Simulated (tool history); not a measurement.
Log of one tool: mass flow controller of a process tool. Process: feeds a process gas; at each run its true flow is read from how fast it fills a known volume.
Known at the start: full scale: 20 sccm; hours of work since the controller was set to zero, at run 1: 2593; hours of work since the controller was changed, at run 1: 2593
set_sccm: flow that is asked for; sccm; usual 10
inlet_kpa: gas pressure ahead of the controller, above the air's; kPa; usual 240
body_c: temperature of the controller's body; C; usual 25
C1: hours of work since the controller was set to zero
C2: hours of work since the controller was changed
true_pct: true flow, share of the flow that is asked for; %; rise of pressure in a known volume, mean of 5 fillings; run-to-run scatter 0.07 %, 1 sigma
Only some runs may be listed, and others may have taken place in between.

run 1 day=0 | set_sccm=10 inlet_kpa=240 body_c=25 | C1=2593 C2=2593 | true_pct=97.47
run 2 day=9.742 | set_sccm=10 inlet_kpa=240 body_c=25 | C1=2746 C2=2746 | true_pct=97.31
run 3 day=16.221 | set_sccm=3 inlet_kpa=240 body_c=25 | C1=2848 C2=2848 | true_pct=93.72
run 4 day=29.758 | set_sccm=10 inlet_kpa=240 body_c=25 | C1=3060 C2=3060 | true_pct=97.03
run 5 day=42.612 | set_sccm=10 inlet_kpa=240 body_c=25 | C1=3262 C2=3262 | true_pct=96.87
run 6 day=56.512 | set_sccm=10 inlet_kpa=249 body_c=25 | C1=3481 C2=3481 | true_pct=96.92
run 7 day=72.038 | set_sccm=10 inlet_kpa=249 body_c=25 | C1=3724 C2=3724 | true_pct=96.58
run 8 day=80.004 | set_sccm=10 inlet_kpa=243 body_c=25 | C1=3850 C2=3850 | true_pct=96.55
run 9 day=91.958 | set_sccm=10 inlet_kpa=243 body_c=25 | C1=4037 C2=4037 | true_pct=96.48
run 10 day=100.35 | set_sccm=10 inlet_kpa=240 body_c=25 | C1=4169 C2=4169 | true_pct=96.28
run 11 day=107.829 | set_sccm=10 inlet_kpa=240 body_c=25 | C1=4287 C2=4287 | true_pct=96.15
run 12 day=114.362 | set_sccm=10 inlet_kpa=240 body_c=25 | C1=4389 C2=4389 | true_pct=96.04
run 13 day=129.312 | set_sccm=4 inlet_kpa=240 body_c=39 | C1=4624 C2=4624 | true_pct=93.61
run 14 day=138.667 | set_sccm=3 inlet_kpa=223 body_c=39 | C1=4771 C2=4771 | true_pct=91.55
run 15 day=146.058 | set_sccm=3 inlet_kpa=223 body_c=39 | C1=4887 C2=4887 | true_pct=91.36
run 16 day=153.504 | set_sccm=5 inlet_kpa=240 body_c=25 | C1=5004 C2=5004 | true_pct=93.23
run 17 day=161.688 | set_sccm=10 inlet_kpa=277 body_c=20 | C1=5133 C2=5133 | true_pct=95.39
run 18 day=176.929 | set_sccm=10 inlet_kpa=147 body_c=25 | C1=5372 C2=5372 | true_pct=94.82
-- day=179.162 controller's zero set anew
run 19 day=185.367 | set_sccm=3 inlet_kpa=152 body_c=25 | C1=97 C2=5504 | true_pct=95.83
run 20 day=191.954 | set_sccm=3 inlet_kpa=173 body_c=37 | C1=201 C2=5608 | true_pct=96.74
run 21 day=206.862 | set_sccm=10 inlet_kpa=258 body_c=37 | C1=435 C2=5842 | true_pct=98.25
run 22 day=220.3 | set_sccm=3 inlet_kpa=244 body_c=25 | C1=646 C2=6053 | true_pct=95.54
run 23 day=227.229 | set_sccm=3 inlet_kpa=244 body_c=25 | C1=755 C2=6162 | true_pct=95.34

Consider 4 possible next runs. They are alternatives, not a sequence: every one starts from the tool as it was left by run 23. What does each give?
run A day=239.588 | set_sccm=3 inlet_kpa=244 body_c=24 | C1=949 C2=6356 | true_pct=?
run B day=239.588 | set_sccm=3 inlet_kpa=244 body_c=20 | C1=949 C2=6356 | true_pct=?
run C day=239.588 | set_sccm=3 inlet_kpa=272 body_c=21 | C1=949 C2=6356 | true_pct=?
run D day=239.588 | set_sccm=3 inlet_kpa=156 body_c=25 | C1=949 C2=6356 | true_pct=?

run=A true_pct=94.97
run=B true_pct=94.52
run=C true_pct=94.76
run=D true_pct=94.4
With the hidden condition removed and each run's random variation left untouched, the same runs would have given:
run=A true_pct=98.61
run=B true_pct=98.17
run=C true_pct=98.41
run=D true_pct=98.04
